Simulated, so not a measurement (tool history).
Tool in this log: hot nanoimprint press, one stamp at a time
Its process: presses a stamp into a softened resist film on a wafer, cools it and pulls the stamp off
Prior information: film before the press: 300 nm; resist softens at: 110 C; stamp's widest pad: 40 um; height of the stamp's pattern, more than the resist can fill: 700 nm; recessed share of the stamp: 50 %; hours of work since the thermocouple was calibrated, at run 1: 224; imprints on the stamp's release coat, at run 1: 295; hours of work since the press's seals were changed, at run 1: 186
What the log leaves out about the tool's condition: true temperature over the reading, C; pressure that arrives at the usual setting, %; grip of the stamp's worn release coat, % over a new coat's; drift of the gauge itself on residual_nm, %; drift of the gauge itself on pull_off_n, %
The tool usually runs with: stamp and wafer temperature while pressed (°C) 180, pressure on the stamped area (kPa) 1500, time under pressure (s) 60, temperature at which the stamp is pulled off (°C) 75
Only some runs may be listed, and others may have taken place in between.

run,hour,stamp and wafer temperature while pressed (°C),pressure on the stamped area (kPa),time under pressure (s),temperature at which the stamp is pulled off (°C),hours of work since the thermocouple was calibrated,imprints on the stamp's release coat,hours of work since the press's seals were changed,resist left under the stamp's widest pad (nm),greatest force while the stamp is pulled off (N)
1,0.0,180,1500,60,75,224,295,186,117.6,183
2,21.1,180,1500,60,75,240,403,201,117.6,188
3,58.4,180,1500,60,75,267,595,228,116.4,197
4,81.4,180,1500,60,75,284,713,245,118.3,205
5,108.7,180,1500,60,75,304,853,265,117.7,208
6,144.7,180,1500,60,75,330,1038,291,118.5,218
# hour 152.6: plate thermocouple calibrated
7,183.5,180,1500,113,75,22,1222,317,89.6,232
8,202.8,180,1500,113,75,37,1321,331,88.8,237
9,220.6,180,1500,113,75,50,1413,344,89.6,248
10,239.5,180,1500,113,75,63,1510,358,89.9,255
11,267.3,180,1570,60,75,84,1653,378,113.9,273
12,283.5,184,1240,60,82,95,1736,390,109.4,230
13,305.6,184,1240,60,82,111,1850,406,112.1,238
# hour 315.0: stamp cleaned and given a new release coat
14,330.5,180,1500,34,75,125,80,420,146.0,164
15,365.6,180,1500,34,75,151,260,446,146.0,175
16,392.7,178,2360,66,75,171,399,465,99.3,183
17,423.6,187,1930,57,76,193,558,488,82.1,194
18,454.8,182,2130,41,71,216,719,511,109.5,229
19,482.2,175,1810,45,72,236,859,531,147.2,226

Predict each of these 4 candidate next runs independently; none follows another, all start after run 19:
A,501.2,188,1070,47,72,250,957,544,?,?
B,501.2,175,1810,119,81,250,957,544,?,?
C,501.2,184,1500,43,75,250,957,544,?,?
D,501.2,180,1500,34,62,250,957,544,?,?

run,resist left under the stamp's widest pad (nm),greatest force while the stamp is pulled off (N)
A,113.8,232
B,102.1,192
C,115.8,213
D,148.9,285
Stripped of hidden state, with their random variation kept, the same runs would have yielded:
run,resist left under the stamp's widest pad (nm),greatest force while the stamp is pulled off (N)
A,108.7,169
B,95.6,139
C,109.7,154
D,141.5,207
